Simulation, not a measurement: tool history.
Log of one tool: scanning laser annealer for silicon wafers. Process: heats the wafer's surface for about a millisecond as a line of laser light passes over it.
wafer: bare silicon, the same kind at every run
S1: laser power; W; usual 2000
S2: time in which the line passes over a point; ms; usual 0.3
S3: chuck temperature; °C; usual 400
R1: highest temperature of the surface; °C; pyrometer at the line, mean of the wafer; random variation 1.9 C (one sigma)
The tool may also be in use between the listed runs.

run 1 hour=0 | S1=2000 S2=0.3 S3=400 | R1=1189
run 2 hour=54.8 | S1=2000 S2=0.3 S3=400 | R1=1189
run 3 hour=112.3 | S1=2000 S2=0.3 S3=400 | R1=1187
run 4 hour=145.9 | S1=2148 S2=0.3 S3=400 | R1=1263
run 5 hour=209.3 | S1=2148 S2=0.3 S3=400 | R1=1261
run 6 hour=262 | S1=2148 S2=0.3 S3=400 | R1=1261
run 7 hour=291.6 | S1=2000 S2=0.3 S3=395 | R1=1173
run 8 hour=320.3 | S1=2000 S2=0.3 S3=395 | R1=1172
run 9 hour=367.6 | S1=2000 S2=0.3 S3=395 | R1=1171
run 10 hour=416.6 | S1=2000 S2=0.3 S3=434 | R1=1207
run 11 hour=483.4 | S1=2000 S2=0.3 S3=434 | R1=1207
run 12 hour=520.1 | S1=2000 S2=0.3 S3=408 | R1=1182
run 13 hour=557.6 | S1=2102 S2=0.214 S3=391 | R1=1096
run 14 hour=606.2 | S1=1715 S2=0.249 S3=404 | R1=978
run 15 hour=666.4 | S1=2171 S2=0.343 S3=400 | R1=1309
run 16 hour=722.6 | S1=2000 S2=0.3 S3=439 | R1=1200
run 17 hour=771 | S1=1703 S2=0.3 S3=400 | R1=1012
run 18 hour=825.3 | S1=1703 S2=0.3 S3=400 | R1=1013
run 19 hour=876.4 | S1=1703 S2=0.3 S3=400 | R1=1012
-- hour=884.7 optics aligned, line set to its width
run 20 hour=909.8 | S1=2131 S2=0.3 S3=421 | R1=1278
run 21 hour=942.6 | S1=1954 S2=0.3 S3=393 | R1=1149

Forecast each of these 4 alternatives for the next run:
run A hour=982.2 | S1=1827 S2=0.222 S3=361 | R1=?
run B hour=982.2 | S1=2189 S2=0.3 S3=400 | R1=?
run C hour=982.2 | S1=1881 S2=0.307 S3=437 | R1=?
run D hour=982.2 | S1=1936 S2=0.336 S3=429 | R1=?

run=A R1=965
run=B R1=1285
run=C R1=1168
run=D R1=1219
Without the tool's hidden state the same runs would have given:
run=A R1=988
run=B R1=1318
run=C R1=1195
run=D R1=1249
